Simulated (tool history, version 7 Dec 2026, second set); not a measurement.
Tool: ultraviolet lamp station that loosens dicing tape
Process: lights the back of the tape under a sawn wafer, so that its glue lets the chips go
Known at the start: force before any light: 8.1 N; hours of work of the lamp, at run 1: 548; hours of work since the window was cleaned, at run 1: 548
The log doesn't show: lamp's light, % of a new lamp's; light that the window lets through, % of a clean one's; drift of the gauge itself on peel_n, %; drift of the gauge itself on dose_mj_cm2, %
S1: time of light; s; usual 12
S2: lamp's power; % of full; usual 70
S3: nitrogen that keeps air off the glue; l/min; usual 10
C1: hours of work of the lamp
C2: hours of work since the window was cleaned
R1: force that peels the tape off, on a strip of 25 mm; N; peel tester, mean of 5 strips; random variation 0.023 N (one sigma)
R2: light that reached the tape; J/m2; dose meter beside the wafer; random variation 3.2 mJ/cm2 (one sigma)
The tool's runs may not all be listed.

run,day,S1,S2,S3,C1,C2,R1,R2
1,0,12,70,10,548,548,2.009,3520
2,1.725,12,70,10,574,574,1.993,3440
3,3.129,12,70,7,595,595,2.349,3390
4,5.162,11,70,10,626,626,2.417,3030
5,7.104,12,61,10,655,655,2.502,2850
# day 7.279: lamp changed
# day 7.958: window cleaned of glue's vapour
6,9.333,12,70,17,30,21,0.956,4860
7,11.292,12,70,10,60,50,1.207,4690
8,13.304,12,70,10,90,80,1.311,4680
9,15.017,12,70,10,116,106,1.279,4660
10,16.275,12,78,10,134,125,1.061,5030
11,18.35,12,81,10,166,156,1.038,5180
12,20.4,12,81,10,196,186,1.081,5110
13,21.821,12,81,10,218,208,1.127,5020
14,23.221,20,81,10,238,229,0.355,8170
15,24.6,16,81,10,259,249,0.648,6430
16,26.025,16,81,10,280,271,0.64,6390
17,27.946,16,81,10,309,299,0.68,6330
18,29.212,16,81,10,328,318,0.702,6300
19,31.367,16,81,10,360,351,0.721,6140
20,32.388,16,81,10,376,366,0.714,6130
21,34.471,10,68,13,407,397,2.115,3160
22,35.512,10,68,13,423,413,2.132,3100
23,37.308,12,82,7,449,440,1.598,4460
24,38.842,12,82,7,472,463,1.67,4350
25,40.046,12,95,4,490,481,1.67,5000
26,41.342,8,95,3,510,500,3.155,3250
27,42.3,23,73,19,524,514,0.377,7160
28,44.433,12,70,4,556,546,2.649,3510
29,45.892,22,96,15,578,568,0.254,8740
30,46.917,22,96,15,593,583,0.269,8680
31,48.329,22,96,15,615,605,0.28,8530
32,49.45,6,95,10,631,621,3.214,2270
33,50.354,6,95,10,645,635,3.315,2240
# day 51.25: lamp changed
34,51.983,22,95,3,11,659,0.437,11040
# day 52.488: window cleaned of glue's vapour
35,53.829,22,95,3,38,20,0.381,11860

Forecast each of these 5 alternatives for the next run:
A,55.4,22,95,18,62,44,?,?
B,55.4,12,69,7,62,44,?,?
C,55.4,8,63,10,62,44,?,?
D,55.4,22,82,6,62,44,?,?
E,55.4,22,64,3,62,44,?,?

run,R1,R2
A,0.144,11680
B,1.491,4570
C,2.579,2830
D,0.326,9960
E,0.896,7860
Without the tool's hidden state the same runs would have given:
run,R1,R2
A,0.135,12280
B,1.372,4810
C,2.435,2970
D,0.291,10470
E,0.809,8260
